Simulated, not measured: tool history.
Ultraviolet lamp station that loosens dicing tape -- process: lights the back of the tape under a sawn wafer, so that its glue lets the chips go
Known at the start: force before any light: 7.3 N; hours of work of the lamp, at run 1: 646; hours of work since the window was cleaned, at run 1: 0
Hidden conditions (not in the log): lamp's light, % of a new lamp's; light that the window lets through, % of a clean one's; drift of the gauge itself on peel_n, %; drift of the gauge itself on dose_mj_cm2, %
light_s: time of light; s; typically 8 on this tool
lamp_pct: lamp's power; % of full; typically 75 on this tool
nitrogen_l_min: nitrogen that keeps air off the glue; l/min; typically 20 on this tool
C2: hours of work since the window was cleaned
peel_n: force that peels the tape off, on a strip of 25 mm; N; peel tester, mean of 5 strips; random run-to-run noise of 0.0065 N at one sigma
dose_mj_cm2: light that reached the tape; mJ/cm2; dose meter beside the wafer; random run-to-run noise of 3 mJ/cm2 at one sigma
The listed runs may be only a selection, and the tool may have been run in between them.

Run 1, day 0.000: usual settings; hours of work of the lamp 646; C2 0. Result: peel_n 0.215 N, dose_mj_cm2 457 mJ/cm2.
Run 2, day 2.738: usual settings but light_s 5 s; hours of work of the lamp 685; C2 39. Result: peel_n 0.575 N, dose_mj_cm2 283 mJ/cm2.
Run 3, day 5.117: usual settings; hours of work of the lamp 719; C2 73. Result: peel_n 0.204 N, dose_mj_cm2 459 mJ/cm2.
Run 4, day 7.871: usual settings; hours of work of the lamp 758; C2 113. Result: peel_n 0.208 N, dose_mj_cm2 460 mJ/cm2.
Run 5, day 10.750: usual settings but nitrogen_l_min 13 l/min; hours of work of the lamp 799; C2 154. Result: peel_n 0.307 N, dose_mj_cm2 454 mJ/cm2.
Run 6, day 12.788: usual settings but nitrogen_l_min 13 l/min; hours of work of the lamp 829; C2 183. Result: peel_n 0.316 N, dose_mj_cm2 456 mJ/cm2.
Run 7, day 14.921: usual settings but lamp_pct 71 % of full; hours of work of the lamp 859; C2 213. Result: peel_n 0.232 N, dose_mj_cm2 428 mJ/cm2.
At day 15.404: window cleaned of glue's vapour.
Run 8, day 17.312: usual settings but lamp_pct 71 % of full; hours of work of the lamp 893; C2 27. Result: peel_n 0.242 N, dose_mj_cm2 430 mJ/cm2.
At day 18.838: lamp changed.
Run 9, day 19.008: usual settings but lamp_pct 71 % of full; hours of work of the lamp 2; C2 51. Result: peel_n 0.232 N, dose_mj_cm2 430 mJ/cm2.
Run 10, day 21.392: usual settings but light_s 9 s, lamp_pct 71 % of full; hours of work of the lamp 36; C2 85. Result: peel_n 0.173 N, dose_mj_cm2 489 mJ/cm2.
Run 11, day 23.800: usual settings but lamp_pct 76 % of full; hours of work of the lamp 71; C2 119. Result: peel_n 0.191 N, dose_mj_cm2 462 mJ/cm2.
Run 12, day 25.354: usual settings but light_s 10 s, lamp_pct 76 % of full; hours of work of the lamp 93; C2 142. Result: peel_n 0.145 N, dose_mj_cm2 581 mJ/cm2.
Run 13, day 26.912: usual settings but light_s 10 s, lamp_pct 76 % of full; hours of work of the lamp 115; C2 164. Result: peel_n 0.139 N, dose_mj_cm2 578 mJ/cm2.
Run 14, day 29.817: usual settings but light_s 10 s, lamp_pct 93 % of full; hours of work of the lamp 157; C2 205. Result: peel_n 0.112 N, dose_mj_cm2 706 mJ/cm2.
At day 30.917: window cleaned of glue's vapour.
Run 15, day 31.617: usual settings but light_s 10 s, lamp_pct 93 % of full; hours of work of the lamp 182; C2 10. Result: peel_n 0.122 N, dose_mj_cm2 700 mJ/cm2.
Run 16, day 33.629: usual settings but light_s 10 s, lamp_pct 93 % of full; hours of work of the lamp 211; C2 39. Result: peel_n 0.115 N, dose_mj_cm2 707 mJ/cm2.
Run 17, day 35.838: usual settings but light_s 10 s, lamp_pct 93 % of full; hours of work of the lamp 243; C2 70. Result: peel_n 0.113 N, dose_mj_cm2 702 mJ/cm2.
Run 18, day 38.225: usual settings but light_s 10 s, lamp_pct 93 % of full; hours of work of the lamp 277; C2 105. Result: peel_n 0.132 N, dose_mj_cm2 706 mJ/cm2.
Run 19, day 40.667: usual settings but light_s 10 s, lamp_pct 93 % of full; hours of work of the lamp 312; C2 139. Result: peel_n 0.117 N, dose_mj_cm2 706 mJ/cm2.
Run 20, day 42.958: usual settings but light_s 10 s, lamp_pct 93 % of full; hours of work of the lamp 345; C2 172. Result: peel_n 0.116 N, dose_mj_cm2 705 mJ/cm2.
Run 21, day 44.458: usual settings but light_s 5 s, lamp_pct 96 % of full; hours of work of the lamp 366; C2 194. Result: peel_n 0.336 N, dose_mj_cm2 364 mJ/cm2.
At day 46.400: window cleaned of glue's vapour.
Run 22, day 47.204: usual settings but light_s 5 s, lamp_pct 96 % of full; hours of work of the lamp 405; C2 12. Result: peel_n 0.339 N, dose_mj_cm2 366 mJ/cm2.
Run 23, day 48.779: usual settings but light_s 5 s, lamp_pct 96 % of full; hours of work of the lamp 428; C2 34. Result: peel_n 0.344 N, dose_mj_cm2 365 mJ/cm2.
Run 24, day 51.338: usual settings but light_s 7 s, lamp_pct 73 % of full, nitrogen_l_min 6 l/min; hours of work of the lamp 464; C2 71. Result: peel_n 0.937 N, dose_mj_cm2 387 mJ/cm2.
Run 25, day 54.279: usual settings but light_s 14 s, lamp_pct 61 % of full, nitrogen_l_min 32 l/min; hours of work of the lamp 506; C2 113. Result: peel_n 0.110 N, dose_mj_cm2 643 mJ/cm2.
Run 26, day 56.592: usual settings but light_s 15 s, lamp_pct 65 % of full, nitrogen_l_min 27 l/min; hours of work of the lamp 539; C2 146. Result: peel_n 0.118 N, dose_mj_cm2 739 mJ/cm2.
Run 27, day 58.704: usual settings but light_s 7 s, lamp_pct 97 % of full; hours of work of the lamp 570; C2 176. Result: peel_n 0.176 N, dose_mj_cm2 522 mJ/cm2.
Run 28, day 61.338: usual settings but light_s 7 s, lamp_pct 97 % of full; hours of work of the lamp 607; C2 214. Result: peel_n 0.160 N, dose_mj_cm2 516 mJ/cm2.
At day 61.908: window cleaned of glue's vapour.
Run 29, day 64.504: usual settings but light_s 10 s, lamp_pct 97 % of full; hours of work of the lamp 652; C2 37. Result: peel_n 0.127 N, dose_mj_cm2 738 mJ/cm2.

4 options for the next run, each taken on its own from the tool as it stands now. Forecast them:
Run A, day 66.112: usual settings but nitrogen_l_min 9 l/min; hours of work of the lamp 675; C2 60. Result: peel_n ?, dose_mj_cm2 ?.
Run B, day 66.112: usual settings but lamp_pct 73 % of full, nitrogen_l_min 10 l/min; hours of work of the lamp 675; C2 60. Result: peel_n ?, dose_mj_cm2 ?.
Run C, day 66.112: usual settings but light_s 10 s, nitrogen_l_min 16 l/min; hours of work of the lamp 675; C2 60. Result: peel_n ?, dose_mj_cm2 ?.
Run D, day 66.112: usual settings but light_s 6 s, lamp_pct 76 % of full, nitrogen_l_min 22 l/min; hours of work of the lamp 675; C2 60. Result: peel_n ?, dose_mj_cm2 ?.

run  peel_n  dose_mj_cm2
  A   0.448          458
  B   0.420          437
  C   0.175          566
  D   0.349          348
Without the tool's unlogged condition, the same runs would have read:
run  peel_n  dose_mj_cm2
  A   0.447          459
  B   0.419          438
  C   0.175          567
  D   0.347          349

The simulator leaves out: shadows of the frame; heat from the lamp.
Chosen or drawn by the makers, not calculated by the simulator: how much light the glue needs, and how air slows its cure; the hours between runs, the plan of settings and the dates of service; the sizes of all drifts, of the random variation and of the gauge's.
